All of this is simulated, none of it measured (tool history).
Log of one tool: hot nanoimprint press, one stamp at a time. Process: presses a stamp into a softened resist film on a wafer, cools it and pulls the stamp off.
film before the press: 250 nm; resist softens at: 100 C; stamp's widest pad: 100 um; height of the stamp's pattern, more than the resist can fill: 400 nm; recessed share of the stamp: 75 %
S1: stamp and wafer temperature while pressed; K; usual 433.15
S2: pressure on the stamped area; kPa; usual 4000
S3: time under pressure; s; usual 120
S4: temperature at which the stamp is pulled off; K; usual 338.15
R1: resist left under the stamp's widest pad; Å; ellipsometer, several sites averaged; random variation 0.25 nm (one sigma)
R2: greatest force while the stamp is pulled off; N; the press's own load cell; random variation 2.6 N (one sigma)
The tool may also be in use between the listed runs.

run     day      S1    S2   S3      S4    R1   R2
  1       0  433.15  4000  120  338.15  1367  122
  2   1.996  433.15  4000  120  338.15  1370  125
  3   4.429  433.15  4000  120  338.15  1368  122
      5.708  -- stamp cleaned and given a new release coat
  4   7.208  433.15  4000  212  338.15  1131  122
  5   9.508  433.15  4000  212  338.15  1131  116
  6  12.479  433.15  4000  120  338.15  1364  122
  7      16  433.15  4000  120  338.15  1369  121
  8  18.912  433.15  4000  120  338.15  1366  117
     20.004  -- stamp cleaned and given a new release coat
  9  20.758  433.15  4000  120  338.15  1370  121
 10   22.45  433.15  4000  120  338.15  1372  122
     23.275  -- press's hydraulic seals changed and the load cell set to zero
 11  25.388  439.15  4000  205  338.15   949  121
 12  28.179  439.15  4000  205  338.15   952  120
 13  32.071  438.15  5060   82  339.15  1206  118
     33.712  -- plate thermocouple calibrated
     34.662  -- stamp cleaned and given a new release coat
 14  35.588  438.15  5060   82  339.15  1205  122
 15  37.771  422.15  4000  202  338.15  1596  122
 16  39.521  431.15  4000  120  338.15  1442  123
 17    42.3  426.15  3640  120  339.15  1710  124
 18  45.517  426.15  3640  120  339.15  1707  119

Forecast each of these 5 alternatives for the next run:
  A  47.821  438.15  4680  112  339.15   ?   ?
  B  47.821  433.15  3420  120  338.15   ?   ?
  C  47.821  442.15  3640  174  339.15   ?   ?
  D  47.821  442.15  4000  120  328.15   ?   ?
  E  47.821  426.15  3640  185  339.15   ?   ?

run    R1   R2
  A  1126  119
  B  1461  120
  C   976  118
  D  1061  141
  E  1526  118
Without the tool's hidden state the same runs would have given:
run    R1   R2
  A  1125  118
  B  1460  119
  C   975  117
  D  1060  140
  E  1525  117
